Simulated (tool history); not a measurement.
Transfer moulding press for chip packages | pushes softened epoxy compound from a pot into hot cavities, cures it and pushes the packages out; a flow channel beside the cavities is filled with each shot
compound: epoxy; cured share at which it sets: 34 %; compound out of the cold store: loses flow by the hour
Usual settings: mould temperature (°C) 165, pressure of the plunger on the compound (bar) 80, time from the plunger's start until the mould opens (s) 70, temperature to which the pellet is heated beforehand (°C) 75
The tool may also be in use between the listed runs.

run,day,mould temperature (°C),pressure of the plunger on the compound (bar),time from the plunger's start until the mould opens (s),temperature to which the pellet is heated beforehand (°C),incoming compound's hours out of the cold store,length that the compound runs in the flow channel (mm),greatest force on the pins that push the packages out (N)
1,0,165,80,70,75,17.8,709,595
2,0.704,165,80,70,75,45.3,619,634
# day 0.854: cavities cleaned with cleaning compound and waxed
3,1.442,165,80,70,75,46.8,614,528
4,2.033,165,80,70,75,14.7,723,605
# day 2.975: cavities cleaned with cleaning compound and waxed
5,3.054,165,80,70,75,28.3,670,472
6,3.933,165,80,70,75,33.1,651,558
7,4.417,165,80,70,75,43.1,614,618
8,4.812,165,80,70,75,26.9,678,624
# day 5.129: cavities cleaned with cleaning compound and waxed
9,5.421,165,80,70,75,24.4,680,524
10,5.946,163,80,70,75,26.8,679,642
11,6.571,159,63.3,65,85,27.1,611,1082
# day 7.267: cavities cleaned with cleaning compound and waxed
12,7.517,159,63.3,65,85,35.3,579,813
13,8.075,159,63.3,65,85,31.4,594,941
# day 8.592: plunger's sealing rings changed
14,9.004,159,63.3,65,85,20.4,657,1070
# day 9.496: cavities cleaned with cleaning compound and waxed
15,9.496,159,63.3,65,85,15.1,679,869
16,10.258,165,85,70,75,29,715,576
17,10.946,165,85,70,75,14.3,764,646
# day 11.679: cavities cleaned with cleaning compound and waxed
18,11.833,163,60.5,74,70,8.3,671,526

5 ways to go on from here, each from the tool as it stands after run 18. What would each give?
A,12.379,163,60.5,79,70,17.9,?,?
B,12.379,165,80,72,79,31,?,?
C,12.379,165,86.4,87,70,13.6,?,?
D,12.379,163,67.6,74,70,28.9,?,?
E,12.379,161,80,105,75,28.5,?,?

run,length that the compound runs in the flow channel (mm),greatest force on the pins that push the packages out (N)
A,632,509
B,673,531
C,770,472
D,629,561
E,696,438
Without the tool's hidden state the same runs would have given:
run,length that the compound runs in the flow channel (mm),greatest force on the pins that push the packages out (N)
A,639,415
B,680,435
C,779,395
D,635,456
E,703,367
